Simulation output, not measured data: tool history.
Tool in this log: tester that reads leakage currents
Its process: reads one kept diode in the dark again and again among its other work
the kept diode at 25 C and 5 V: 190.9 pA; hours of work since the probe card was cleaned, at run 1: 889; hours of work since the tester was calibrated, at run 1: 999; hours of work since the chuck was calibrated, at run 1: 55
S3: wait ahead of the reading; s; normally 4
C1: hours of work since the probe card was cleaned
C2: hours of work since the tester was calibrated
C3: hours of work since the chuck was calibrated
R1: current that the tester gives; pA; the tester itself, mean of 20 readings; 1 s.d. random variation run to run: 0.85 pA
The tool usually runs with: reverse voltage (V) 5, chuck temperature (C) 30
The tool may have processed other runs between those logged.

run 1 hour=0 | reverse_voltage_(V)=5 chuck_temperature_(C)=30 S3=4 | C1=889 C2=999 C3=55 | R1=288.32
run 2 hour=99.3 | reverse_voltage_(V)=5 chuck_temperature_(C)=30 S3=4 | C1=935 C2=1046 C3=101 | R1=288.8
run 3 hour=202.8 | reverse_voltage_(V)=1.35 chuck_temperature_(C)=30 S3=4 | C1=984 C2=1094 C3=150 | R1=150.1
run 4 hour=301.7 | reverse_voltage_(V)=5 chuck_temperature_(C)=28 S3=4 | C1=1030 C2=1141 C3=196 | R1=249.88
run 5 hour=412.7 | reverse_voltage_(V)=5 chuck_temperature_(C)=24 S3=4 | C1=1082 C2=1193 C3=248 | R1=184.18
run 6 hour=533 | reverse_voltage_(V)=5 chuck_temperature_(C)=30 S3=1.27 | C1=1139 C2=1249 C3=305 | R1=291.5
-- hour=579.1 probe card cleaned and baked
run 7 hour=619.2 | reverse_voltage_(V)=5 chuck_temperature_(C)=30 S3=4 | C1=19 C2=1288 C3=344 | R1=283.02
run 8 hour=675.7 | reverse_voltage_(V)=5 chuck_temperature_(C)=41 S3=4 | C1=45 C2=1315 C3=370 | R1=652.11
run 9 hour=782.1 | reverse_voltage_(V)=5 chuck_temperature_(C)=24 S3=4 | C1=95 C2=1364 C3=420 | R1=177.52
run 10 hour=854.3 | reverse_voltage_(V)=5 chuck_temperature_(C)=30 S3=4 | C1=129 C2=1398 C3=454 | R1=286.06
run 11 hour=934.7 | reverse_voltage_(V)=5 chuck_temperature_(C)=30 S3=4 | C1=167 C2=1436 C3=492 | R1=286.19
run 12 hour=1011.1 | reverse_voltage_(V)=5 chuck_temperature_(C)=30 S3=4 | C1=203 C2=1472 C3=527 | R1=286.9
run 13 hour=1063.3 | reverse_voltage_(V)=5 chuck_temperature_(C)=30 S3=4 | C1=227 C2=1496 C3=552 | R1=288
run 14 hour=1190.4 | reverse_voltage_(V)=5 chuck_temperature_(C)=30 S3=4 | C1=287 C2=1556 C3=612 | R1=289.27
run 15 hour=1295.9 | reverse_voltage_(V)=2.65 chuck_temperature_(C)=30 S3=4 | C1=336 C2=1605 C3=661 | R1=212.48
run 16 hour=1416.2 | reverse_voltage_(V)=2.65 chuck_temperature_(C)=30 S3=4 | C1=393 C2=1662 C3=717 | R1=211.75
run 17 hour=1482.8 | reverse_voltage_(V)=5 chuck_temperature_(C)=51 S3=4 | C1=424 C2=1693 C3=749 | R1=1333.87
run 18 hour=1603.4 | reverse_voltage_(V)=5 chuck_temperature_(C)=27 S3=4 | C1=480 C2=1750 C3=805 | R1=232.92
run 19 hour=1678.3 | reverse_voltage_(V)=5 chuck_temperature_(C)=30 S3=9.23 | C1=516 C2=1785 C3=840 | R1=292.51
run 20 hour=1777.2 | reverse_voltage_(V)=5 chuck_temperature_(C)=30 S3=4 | C1=562 C2=1831 C3=887 | R1=295.29
run 21 hour=1858.7 | reverse_voltage_(V)=1.99 chuck_temperature_(C)=27 S3=5.96 | C1=600 C2=1869 C3=925 | R1=148.18
run 22 hour=1912.3 | reverse_voltage_(V)=1.19 chuck_temperature_(C)=28 S3=0.62 | C1=625 C2=1895 C3=950 | R1=124.73
run 23 hour=2010.8 | reverse_voltage_(V)=1.19 chuck_temperature_(C)=37 S3=0.39 | C1=672 C2=1941 C3=996 | R1=246.13
run 24 hour=2111.4 | reverse_voltage_(V)=5 chuck_temperature_(C)=29 S3=6.84 | C1=719 C2=1988 C3=1044 | R1=275.78
run 25 hour=2178.1 | reverse_voltage_(V)=5 chuck_temperature_(C)=35 S3=3.56 | C1=750 C2=2019 C3=1075 | R1=432.81

The next listed run, before its measurement:
run 26 hour=2282 | reverse_voltage_(V)=1.4 chuck_temperature_(C)=21 S3=9.13 | C1=799 C2=2068 C3=1124 | R1=?

{"run 26": {"R1": 78.08}}
Were there no unlogged condition in the tool, this run, its random variation unchanged, would have produced R1 73.84 pA.
